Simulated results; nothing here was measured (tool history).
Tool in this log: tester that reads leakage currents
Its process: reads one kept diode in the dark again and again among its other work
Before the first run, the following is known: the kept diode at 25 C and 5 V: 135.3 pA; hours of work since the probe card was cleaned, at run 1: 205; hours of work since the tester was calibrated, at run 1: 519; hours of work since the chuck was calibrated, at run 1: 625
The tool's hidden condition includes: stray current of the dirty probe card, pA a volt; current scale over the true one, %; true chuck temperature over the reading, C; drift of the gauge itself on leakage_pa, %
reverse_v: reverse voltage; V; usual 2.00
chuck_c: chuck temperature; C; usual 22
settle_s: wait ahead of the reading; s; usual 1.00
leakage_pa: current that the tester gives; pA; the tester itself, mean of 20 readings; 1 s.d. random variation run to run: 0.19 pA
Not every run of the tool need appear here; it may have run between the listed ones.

| run | hour | reverse_v | chuck_c | settle_s | hours of work since the probe card was cleaned | hours of work since the tester was calibrated | hours of work since the chuck was calibrated | leakage_pa |
|---|---|---|---|---|---|---|---|---|
| 1 | 0.0 | 2.00 | 22 | 1.00 | 205 | 519 | 625 | 62.40 |
| 2 | 18.1 | 2.00 | 22 | 1.00 | 216 | 530 | 636 | 61.99 |
| 3 | 34.7 | 2.00 | 22 | 1.00 | 227 | 540 | 646 | 62.48 |
| 4 | 59.8 | 2.00 | 22 | 0.98 | 242 | 556 | 661 | 62.56 |
| 5 | 77.5 | 2.00 | 22 | 0.98 | 253 | 567 | 672 | 62.02 |
| 6 | 101.3 | 1.10 | 22 | 1.00 | 268 | 581 | 687 | 45.00 |
| 7 | 123.1 | 1.10 | 22 | 1.00 | 281 | 595 | 700 | 44.85 |
| 8 | 146.0 | 2.00 | 51 | 1.00 | 295 | 609 | 714 | 801.28 |
| 9 | 167.0 | 2.00 | 51 | 1.00 | 308 | 621 | 727 | 803.73 |
| 10 | 195.1 | 2.00 | 51 | 1.00 | 325 | 639 | 744 | 797.61 |
| 11 | 225.4 | 2.00 | 22 | 1.57 | 344 | 657 | 763 | 62.48 |
| 12 | 259.4 | 2.00 | 22 | 1.57 | 365 | 678 | 784 | 62.06 |
| 13 | 283.1 | 2.00 | 22 | 1.57 | 379 | 693 | 798 | 62.19 |
| 14 | 313.0 | 5.63 | 22 | 1.00 | 397 | 711 | 817 | 109.41 |
| 15 | 339.4 | 5.63 | 22 | 1.00 | 414 | 727 | 833 | 109.84 |
| 16 | 366.8 | 5.63 | 22 | 1.00 | 430 | 744 | 850 | 110.03 |
| 17 | 400.2 | 5.63 | 22 | 1.00 | 451 | 765 | 870 | 109.37 |
| 18 | 415.5 | 2.47 | 30 | 1.71 | 460 | 774 | 879 | 147.98 |
| 19 | 449.3 | 16.28 | 21 | 1.08 | 481 | 795 | 900 | 178.34 |
| 20 | 477.4 | 16.28 | 21 | 1.08 | 498 | 812 | 917 | 178.41 |
| 21 | 498.8 | 2.75 | 47 | 0.42 | 511 | 825 | 931 | 687.54 |
| 22 | 517.2 | 2.75 | 47 | 0.42 | 523 | 836 | 942 | 687.02 |
| 23 | 536.1 | 2.75 | 47 | 0.42 | 534 | 848 | 953 | 688.53 |
| 24 | 564.3 | 11.65 | 47 | 0.42 | 552 | 865 | 971 | 1509.54 |
| 25 | 581.0 | 5.47 | 31 | 0.34 | 562 | 875 | 981 | 251.67 |
| 26 | 600.7 | 15.31 | 22 | 0.47 | 574 | 888 | 993 | 193.98 |
| 27 | 623.2 | 15.31 | 22 | 0.47 | 588 | 901 | 1007 | 193.69 |
| 28 | 649.7 | 4.03 | 26 | 2.58 | 604 | 918 | 1023 | 133.40 |
| 29 | 667.3 | 4.03 | 26 | 2.58 | 615 | 928 | 1034 | 132.65 |
| 30 | 682.0 | 12.03 | 22 | 2.16 | 624 | 937 | 1043 | 164.80 |
| 31 | 703.1 | 2.00 | 49 | 0.86 | 637 | 950 | 1056 | 684.68 |
| 32 | 717.8 | 2.00 | 49 | 0.86 | 646 | 959 | 1065 | 681.00 |
| 33 | 748.2 | 4.96 | 29 | 0.85 | 664 | 978 | 1084 | 197.09 |
| 34 | 777.4 | 14.40 | 29 | 0.44 | 682 | 996 | 1102 | 358.76 |

Each row is a separate what-if for the run after 34, all from the same tool condition, not one after another. Results?
| A | 804.9 | 2.00 | 22 | 0.30 | 699 | 1013 | 1118 | ? |
| B | 804.9 | 4.29 | 48 | 1.68 | 699 | 1013 | 1118 | ? |
| C | 804.9 | 14.40 | 59 | 0.44 | 699 | 1013 | 1118 | ? |
| D | 804.9 | 7.87 | 36 | 2.50 | 699 | 1013 | 1118 | ? |

| run | leakage_pa |
|---|---|
| A | 63.57 |
| B | 956.10 |
| C | 4381.08 |
| D | 474.15 |
With no hidden state in the tool, these same runs would have given:
| run | leakage_pa |
|---|---|
| A | 63.55 |
| B | 955.94 |
| C | 4380.42 |
| D | 474.03 |

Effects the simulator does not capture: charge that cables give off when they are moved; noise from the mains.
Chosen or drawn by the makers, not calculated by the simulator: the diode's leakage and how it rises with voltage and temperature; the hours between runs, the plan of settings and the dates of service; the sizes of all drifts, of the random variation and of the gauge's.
